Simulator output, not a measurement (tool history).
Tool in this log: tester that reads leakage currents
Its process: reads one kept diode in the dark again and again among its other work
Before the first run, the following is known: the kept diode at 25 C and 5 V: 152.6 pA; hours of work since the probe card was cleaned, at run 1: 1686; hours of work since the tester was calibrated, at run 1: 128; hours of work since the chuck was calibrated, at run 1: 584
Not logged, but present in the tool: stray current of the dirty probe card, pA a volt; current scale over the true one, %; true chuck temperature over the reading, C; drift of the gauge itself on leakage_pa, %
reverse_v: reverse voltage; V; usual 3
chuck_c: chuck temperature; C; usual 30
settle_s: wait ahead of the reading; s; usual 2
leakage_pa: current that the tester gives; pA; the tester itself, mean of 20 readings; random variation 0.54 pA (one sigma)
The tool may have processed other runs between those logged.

run	hour	reverse_v	chuck_c	settle_s	hours of work since the probe card was cleaned	hours of work since the tester was calibrated	hours of work since the chuck was calibrated	leakage_pa
1	0	3	30	2	1686	128	584	173.02
2	30.6	3	30	2	1710	152	609	172.29
3	70.5	3	25	2	1742	184	641	118.65
4	111	3	30	2	1774	216	673	171.73
5	150.9	3	30	2	1806	248	705	170.34
6	206.2	3	30	2	1850	292	749	170.36
7	259	3	30	2	1892	334	791	169.78
8	281.4	1.62	30	2	1910	352	809	130.26
9	313.4	1.62	30	2	1936	378	834	129.77
10	355	13.76	30	2	1969	411	867	326.36
11	392.4	13.76	30	2	1999	441	897	324.15
12	417.2	3	30	2	2018	460	917	167.82
13	452	4.38	30	2	2046	488	945	196.42
14	505.2	4.38	30	2	2088	531	987	195.96
15	529.9	4.38	30	2	2108	550	1007	194.99
16	559.8	3	57	2	2132	574	1031	1019.17
# hour 591.2: chuck's temperature calibrated
17	612.2	3	47	2	2172	614	17	588.26
18	658.8	3	59	2	2209	651	54	1257.55
19	701.2	3	21	2	2243	685	88	95
20	740.2	16.79	50	3.32	2274	716	119	1449.3
21	767.3	16.79	58	2.05	2296	738	140	2405.55
22	802.7	7.8	49	0.68	2324	766	169	989.85
23	825.1	10.2	43	2.98	2342	784	186	744.58
24	880.5	4.59	59	0.88	2386	828	231	1475.92
25	926.1	13.19	58	2	2423	865	267	2147.46
26	949.3	15.04	26	0.54	2441	883	285	284.23
27	1001.4	15.04	26	0.54	2483	925	327	284.18
28	1036.9	6.29	30	6.97	2511	953	355	244.79
29	1075.6	18.75	24	0.31	2542	984	386	285.51
30	1114.4	1.99	30	2	2573	1015	417	149.02
31	1163.8	10.4	28	0.32	2612	1054	456	276.23
32	1194.9	10.4	28	0.32	2637	1079	481	275.54
33	1235.4	14.91	27	1.35	2669	1111	514	292.75
34	1270.8	14.91	27	1.35	2697	1139	542	292.38
35	1318.9	7.09	37	0.47	2736	1178	580	417.06
36	1347.3	7.09	37	0.47	2758	1200	603	417.2
37	1397.3	3	47	7.43	2798	1240	643	558.72

Subtracting, for every run, the result it would have given without the tool's unlogged condition from the measured result gives the following. The same run-to-run variation enters both numbers; the gauge's scatter may not:
run	leakage_pa
1	-8.15
2	-8.49
3	-5.37
4	-9.49
5	-9.88
6	-10.58
7	-11.26
8	-9.79
9	-10.1
10	-12.93
11	-13.47
12	-13.09
13	-14.57
14	-15.32
15	-15.56
16	-94.48
17	+0.61
18	-6.7
19	+2.98
20	+2.85
21	-13.72
22	-7.42
23	-0.73
24	-27.29
25	-36.35
26	+14.48
27	+13.79
28	+0.37
29	+19.02
30	-3.68
31	+4.14
32	+3.66
33	+9.45
34	+8.98
35	-12.47
36	-13.23
37	-29.83
